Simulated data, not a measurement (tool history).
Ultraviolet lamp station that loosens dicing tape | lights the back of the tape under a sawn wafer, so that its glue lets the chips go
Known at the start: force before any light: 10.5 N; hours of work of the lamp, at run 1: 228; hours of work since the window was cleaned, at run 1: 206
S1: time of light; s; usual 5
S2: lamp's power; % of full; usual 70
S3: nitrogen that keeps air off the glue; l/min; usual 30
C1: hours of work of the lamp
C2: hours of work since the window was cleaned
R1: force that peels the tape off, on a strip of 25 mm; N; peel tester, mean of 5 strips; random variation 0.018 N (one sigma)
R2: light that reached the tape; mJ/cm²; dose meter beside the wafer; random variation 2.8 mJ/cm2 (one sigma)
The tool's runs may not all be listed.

{"run": 1, "hour": 0.0, "S1": 5, "S2": 70, "S3": 30, "C1": 228, "C2": 206, "R1": 0.847, "R2": 384}
{"run": 2, "hour": 6.4, "S1": 5, "S2": 70, "S3": 30, "C1": 232, "C2": 210, "R1": 0.878, "R2": 386}
{"run": 3, "hour": 12.3, "S1": 5, "S2": 70, "S3": 30, "C1": 236, "C2": 214, "R1": 0.831, "R2": 380}
{"run": 4, "hour": 22.4, "S1": 8, "S2": 70, "S3": 30, "C1": 242, "C2": 220, "R1": 0.285, "R2": 612}
{"run": 5, "hour": 28.1, "S1": 8, "S2": 70, "S3": 14, "C1": 246, "C2": 224, "R1": 0.613, "R2": 612}
{"run": 6, "hour": 34.0, "S1": 8, "S2": 70, "S3": 14, "C1": 250, "C2": 228, "R1": 0.633, "R2": 605}
{"run": 7, "hour": 45.4, "S1": 5, "S2": 70, "S3": 21, "C1": 257, "C2": 235, "R1": 1.15, "R2": 379}
{"run": 8, "hour": 51.9, "S1": 5, "S2": 70, "S3": 21, "C1": 261, "C2": 239, "R1": 1.111, "R2": 381}
{"run": 9, "hour": 58.7, "S1": 5, "S2": 70, "S3": 45, "C1": 266, "C2": 243, "R1": 0.569, "R2": 385}
{"run": 10, "hour": 63.7, "S1": 5, "S2": 70, "S3": 45, "C1": 269, "C2": 247, "R1": 0.602, "R2": 378}
{"run": 11, "hour": 69.3, "S1": 5, "S2": 70, "S3": 45, "C1": 273, "C2": 250, "R1": 0.6, "R2": 380}
{"run": 12, "hour": 78.7, "S1": 5, "S2": 70, "S3": 45, "C1": 279, "C2": 256, "R1": 0.591, "R2": 381}
{"run": 13, "hour": 84.4, "S1": 5, "S2": 70, "S3": 45, "C1": 282, "C2": 260, "R1": 0.57, "R2": 380}
{"run": 14, "hour": 95.0, "S1": 5, "S2": 70, "S3": 30, "C1": 289, "C2": 267, "R1": 0.828, "R2": 383}
{"run": 15, "hour": 105.5, "S1": 5, "S2": 70, "S3": 30, "C1": 296, "C2": 274, "R1": 0.833, "R2": 381}
{"run": 16, "hour": 111.3, "S1": 5, "S2": 74, "S3": 12, "C1": 300, "C2": 277, "R1": 1.699, "R2": 404}
{"run": 17, "hour": 118.2, "S1": 2, "S2": 70, "S3": 30, "C1": 304, "C2": 282, "R1": 3.706, "R2": 151}
{"run": 18, "hour": 125.7, "S1": 2, "S2": 70, "S3": 30, "C1": 309, "C2": 287, "R1": 3.587, "R2": 153}
{"run": 19, "hour": 134.3, "S1": 5, "S2": 78, "S3": 25, "C1": 314, "C2": 292, "R1": 0.783, "R2": 427}

The next listed run, before its measurement:
{"run": 20, "hour": 144.3, "S1": 7, "S2": 73, "S3": 22, "C1": 321, "C2": 299, "R1": "?", "R2": "?"}

Run 20 gave R1 0.485 N, R2 553 mJ/cm².
Without the tool's hidden state the same run would have given R1 0.484 N, R2 554 mJ/cm².
